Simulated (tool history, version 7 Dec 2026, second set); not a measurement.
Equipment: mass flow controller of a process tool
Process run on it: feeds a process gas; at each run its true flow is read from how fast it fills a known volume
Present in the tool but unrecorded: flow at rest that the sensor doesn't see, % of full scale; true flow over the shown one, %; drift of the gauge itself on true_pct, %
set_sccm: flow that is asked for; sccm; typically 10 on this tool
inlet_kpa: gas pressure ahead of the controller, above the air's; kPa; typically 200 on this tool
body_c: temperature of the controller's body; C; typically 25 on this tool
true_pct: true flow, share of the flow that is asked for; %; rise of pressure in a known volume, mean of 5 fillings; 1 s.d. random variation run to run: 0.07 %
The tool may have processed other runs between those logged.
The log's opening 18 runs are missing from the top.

| run | hour | set_sccm | inlet_kpa | body_c | hours of work since the controller was set to zero | hours of work since the controller was changed | true_pct |
|---|---|---|---|---|---|---|---|
| 19 | 1749.4 | 10 | 200 | 26 | 839 | 839 | 99.28 |
| 20 | 1805.1 | 10 | 200 | 26 | 866 | 866 | 99.29 |
| 21 | 1901.3 | 10 | 200 | 28 | 912 | 912 | 99.49 |
| 22 | 1991.2 | 10 | 200 | 28 | 955 | 955 | 99.29 |
| 23 | 2093.4 | 10 | 200 | 28 | 1004 | 1004 | 99.32 |
| 24 | 2219.7 | 10 | 200 | 25 | 1065 | 1065 | 99.22 |
| 25 | 2291.1 | 10 | 200 | 25 | 1099 | 1099 | 99.02 |
| 26 | 2353.4 | 10 | 156 | 25 | 1129 | 1129 | 99.20 |
| 27 | 2467.2 | 10 | 156 | 25 | 1183 | 1183 | 99.18 |
| 28 | 2528.6 | 10 | 156 | 25 | 1213 | 1213 | 99.27 |

Forecast run 29:
| 29 | 2619.3 | 3 | 200 | 37 | 1256 | 1256 | ? |

{"run 29": {"true_pct": 99.57}}
Take away the tool's hidden state, keep the run-to-run variation as it was, and the same run would have given true_pct 99.56 %.
